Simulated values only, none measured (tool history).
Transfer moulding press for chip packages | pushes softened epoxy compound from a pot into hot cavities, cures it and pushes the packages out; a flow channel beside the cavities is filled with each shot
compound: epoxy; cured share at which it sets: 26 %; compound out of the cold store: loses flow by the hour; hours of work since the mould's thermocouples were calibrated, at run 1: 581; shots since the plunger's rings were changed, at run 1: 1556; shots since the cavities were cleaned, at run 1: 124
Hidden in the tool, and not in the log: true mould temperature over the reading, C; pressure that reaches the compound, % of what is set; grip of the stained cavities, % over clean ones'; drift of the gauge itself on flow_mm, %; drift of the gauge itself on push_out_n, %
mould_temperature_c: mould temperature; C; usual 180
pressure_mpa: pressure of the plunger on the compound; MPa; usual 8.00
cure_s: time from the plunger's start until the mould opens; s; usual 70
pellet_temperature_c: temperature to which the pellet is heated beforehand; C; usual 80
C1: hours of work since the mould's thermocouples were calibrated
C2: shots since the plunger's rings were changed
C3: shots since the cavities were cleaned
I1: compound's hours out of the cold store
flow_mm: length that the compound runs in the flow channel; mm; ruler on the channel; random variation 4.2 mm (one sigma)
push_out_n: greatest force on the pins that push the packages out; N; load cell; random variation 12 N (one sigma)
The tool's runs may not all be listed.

{"run": 1, "hour": 0.0, "mould_temperature_c": 180, "pressure_mpa": 8.0, "cure_s": 70, "pellet_temperature_c": 80, "C1": 581, "C2": 1556, "C3": 124, "I1": 16.8, "flow_mm": 953, "push_out_n": 879}
{"run": 2, "hour": 30.2, "mould_temperature_c": 180, "pressure_mpa": 8.0, "cure_s": 70, "pellet_temperature_c": 80, "C1": 598, "C2": 1938, "C3": 506, "I1": 14.9, "flow_mm": 946, "push_out_n": 1335}
{"hour": 83.9, "done": "cavities cleaned with cleaning compound and waxed"}
{"run": 3, "hour": 87.3, "mould_temperature_c": 180, "pressure_mpa": 8.0, "cure_s": 70, "pellet_temperature_c": 80, "C1": 630, "C2": 2641, "C3": 43, "I1": 38.4, "flow_mm": 885, "push_out_n": 760}
{"run": 4, "hour": 152.8, "mould_temperature_c": 180, "pressure_mpa": 8.0, "cure_s": 70, "pellet_temperature_c": 80, "C1": 667, "C2": 3470, "C3": 872, "I1": 16.0, "flow_mm": 938, "push_out_n": 1469}
{"hour": 179.2, "done": "cavities cleaned with cleaning compound and waxed"}
{"run": 5, "hour": 208.1, "mould_temperature_c": 180, "pressure_mpa": 8.0, "cure_s": 70, "pellet_temperature_c": 80, "C1": 697, "C2": 4150, "C3": 365, "I1": 36.0, "flow_mm": 886, "push_out_n": 1187}
{"run": 6, "hour": 253.6, "mould_temperature_c": 180, "pressure_mpa": 8.0, "cure_s": 70, "pellet_temperature_c": 80, "C1": 723, "C2": 4725, "C3": 940, "I1": 24.0, "flow_mm": 907, "push_out_n": 1464}
{"hour": 273.6, "done": "cavities cleaned with cleaning compound and waxed"}
{"hour": 280.6, "done": "plunger's sealing rings changed"}
{"run": 7, "hour": 314.0, "mould_temperature_c": 180, "pressure_mpa": 8.0, "cure_s": 70, "pellet_temperature_c": 80, "C1": 754, "C2": 422, "C3": 480, "I1": 40.3, "flow_mm": 897, "push_out_n": 1299}
{"hour": 353.0, "done": "mould's thermocouples calibrated"}
{"hour": 373.9, "done": "cavities cleaned with cleaning compound and waxed"}
{"run": 8, "hour": 386.5, "mould_temperature_c": 180, "pressure_mpa": 8.0, "cure_s": 70, "pellet_temperature_c": 80, "C1": 18, "C2": 1294, "C3": 159, "I1": 41.2, "flow_mm": 886, "push_out_n": 834}
{"run": 9, "hour": 441.1, "mould_temperature_c": 180, "pressure_mpa": 8.0, "cure_s": 70, "pellet_temperature_c": 87, "C1": 49, "C2": 1984, "C3": 849, "I1": 34.9, "flow_mm": 903, "push_out_n": 1270}
{"hour": 466.6, "done": "cavities cleaned with cleaning compound and waxed"}
{"run": 10, "hour": 497.8, "mould_temperature_c": 180, "pressure_mpa": 8.0, "cure_s": 70, "pellet_temperature_c": 87, "C1": 80, "C2": 2683, "C3": 394, "I1": 18.1, "flow_mm": 943, "push_out_n": 1049}
{"run": 11, "hour": 536.3, "mould_temperature_c": 180, "pressure_mpa": 8.0, "cure_s": 70, "pellet_temperature_c": 87, "C1": 102, "C2": 3171, "C3": 882, "I1": 46.0, "flow_mm": 862, "push_out_n": 1239}
{"hour": 560.1, "done": "cavities cleaned with cleaning compound and waxed"}
{"run": 12, "hour": 603.9, "mould_temperature_c": 180, "pressure_mpa": 8.0, "cure_s": 70, "pellet_temperature_c": 87, "C1": 139, "C2": 4006, "C3": 553, "I1": 25.3, "flow_mm": 914, "push_out_n": 1173}
{"run": 13, "hour": 633.6, "mould_temperature_c": 180, "pressure_mpa": 8.0, "cure_s": 70, "pellet_temperature_c": 77, "C1": 156, "C2": 4382, "C3": 929, "I1": 19.6, "flow_mm": 910, "push_out_n": 1363}
{"hour": 655.4, "done": "cavities cleaned with cleaning compound and waxed"}
{"hour": 685.0, "done": "plunger's sealing rings changed"}
{"run": 14, "hour": 694.1, "mould_temperature_c": 180, "pressure_mpa": 6.83, "cure_s": 70, "pellet_temperature_c": 80, "C1": 188, "C2": 115, "C3": 458, "I1": 14.0, "flow_mm": 899, "push_out_n": 1180}
{"hour": 750.6, "done": "cavities cleaned with cleaning compound and waxed"}
{"run": 15, "hour": 751.7, "mould_temperature_c": 180, "pressure_mpa": 6.83, "cure_s": 70, "pellet_temperature_c": 80, "C1": 220, "C2": 824, "C3": 13, "I1": 42.8, "flow_mm": 821, "push_out_n": 627}
{"run": 16, "hour": 807.7, "mould_temperature_c": 175, "pressure_mpa": 6.83, "cure_s": 77, "pellet_temperature_c": 80, "C1": 251, "C2": 1532, "C3": 721, "I1": 20.6, "flow_mm": 892, "push_out_n": 1520}
{"hour": 845.0, "done": "cavities cleaned with cleaning compound and waxed"}
{"run": 17, "hour": 861.7, "mould_temperature_c": 175, "pressure_mpa": 6.83, "cure_s": 77, "pellet_temperature_c": 80, "C1": 281, "C2": 2196, "C3": 210, "I1": 39.6, "flow_mm": 829, "push_out_n": 1076}
{"run": 18, "hour": 892.1, "mould_temperature_c": 175, "pressure_mpa": 9.82, "cure_s": 70, "pellet_temperature_c": 85, "C1": 298, "C2": 2581, "C3": 595, "I1": 17.1, "flow_mm": 1061, "push_out_n": 1836}
{"hour": 939.2, "done": "cavities cleaned with cleaning compound and waxed"}
{"run": 19, "hour": 960.0, "mould_temperature_c": 187, "pressure_mpa": 7.57, "cure_s": 64, "pellet_temperature_c": 81, "C1": 336, "C2": 3422, "C3": 264, "I1": 38.7, "flow_mm": 834, "push_out_n": 791}
{"run": 20, "hour": 1017.5, "mould_temperature_c": 187, "pressure_mpa": 7.57, "cure_s": 64, "pellet_temperature_c": 81, "C1": 368, "C2": 4149, "C3": 991, "I1": 19.8, "flow_mm": 876, "push_out_n": 1122}
{"hour": 1035.7, "done": "cavities cleaned with cleaning compound and waxed"}
{"run": 21, "hour": 1083.2, "mould_temperature_c": 177, "pressure_mpa": 6.14, "cure_s": 73, "pellet_temperature_c": 75, "C1": 404, "C2": 4961, "C3": 601, "I1": 42.2, "flow_mm": 758, "push_out_n": 1481}
{"hour": 1091.1, "done": "plunger's sealing rings changed"}
{"hour": 1133.3, "done": "cavities cleaned with cleaning compound and waxed"}
{"run": 22, "hour": 1136.4, "mould_temperature_c": 180, "pressure_mpa": 6.08, "cure_s": 70, "pellet_temperature_c": 80, "C1": 432, "C2": 555, "C3": 40, "I1": 37.4, "flow_mm": 789, "push_out_n": 693}
{"run": 23, "hour": 1204.6, "mould_temperature_c": 180, "pressure_mpa": 6.08, "cure_s": 70, "pellet_temperature_c": 80, "C1": 471, "C2": 1417, "C3": 902, "I1": 17.9, "flow_mm": 824, "push_out_n": 1418}
{"hour": 1226.6, "done": "cavities cleaned with cleaning compound and waxed"}
{"run": 24, "hour": 1272.7, "mould_temperature_c": 181, "pressure_mpa": 8.0, "cure_s": 60, "pellet_temperature_c": 89, "C1": 508, "C2": 2260, "C3": 583, "I1": 12.1, "flow_mm": 951, "push_out_n": 1811}
{"hour": 1319.5, "done": "cavities cleaned with cleaning compound and waxed"}
{"run": 25, "hour": 1323.1, "mould_temperature_c": 175, "pressure_mpa": 6.78, "cure_s": 60, "pellet_temperature_c": 89, "C1": 536, "C2": 2878, "C3": 46, "I1": 41.0, "flow_mm": 815, "push_out_n": 1412}
{"run": 26, "hour": 1356.7, "mould_temperature_c": 177, "pressure_mpa": 6.78, "cure_s": 60, "pellet_temperature_c": 89, "C1": 555, "C2": 3303, "C3": 471, "I1": 36.9, "flow_mm": 821, "push_out_n": 2166}
{"run": 27, "hour": 1408.7, "mould_temperature_c": 177, "pressure_mpa": 6.78, "cure_s": 60, "pellet_temperature_c": 89, "C1": 584, "C2": 3961, "C3": 1129, "I1": 19.8, "flow_mm": 857, "push_out_n": 2608}

3 ways to go on from here, each from the tool as it stands after run 27. What would each give?
{"hour": 1414.6, "done": "cavities cleaned with cleaning compound and waxed"}
{"run": "A", "hour": 1442.2, "mould_temperature_c": 180, "pressure_mpa": 9.75, "cure_s": 70, "pellet_temperature_c": 82, "C1": 602, "C2": 4365, "C3": 349, "I1": 13.6, "flow_mm": "?", "push_out_n": "?"}
{"hour": 1414.6, "done": "cavities cleaned with cleaning compound and waxed"}
{"run": "B", "hour": 1442.2, "mould_temperature_c": 179, "pressure_mpa": 8.0, "cure_s": 70, "pellet_temperature_c": 80, "C1": 602, "C2": 4365, "C3": 349, "I1": 43.9, "flow_mm": "?", "push_out_n": "?"}
{"hour": 1414.6, "done": "cavities cleaned with cleaning compound and waxed"}
{"run": "C", "hour": 1442.2, "mould_temperature_c": 186, "pressure_mpa": 8.0, "cure_s": 70, "pellet_temperature_c": 88, "C1": 602, "C2": 4365, "C3": 349, "I1": 22.8, "flow_mm": "?", "push_out_n": "?"}

run=A flow_mm=1030 push_out_n=1129
run=B flow_mm=864 push_out_n=1219
run=C flow_mm=890 push_out_n=811
Without the tool's hidden state the same runs would have given:
run=A flow_mm=1068 push_out_n=588
run=B flow_mm=896 push_out_n=635
run=C flow_mm=923 push_out_n=437
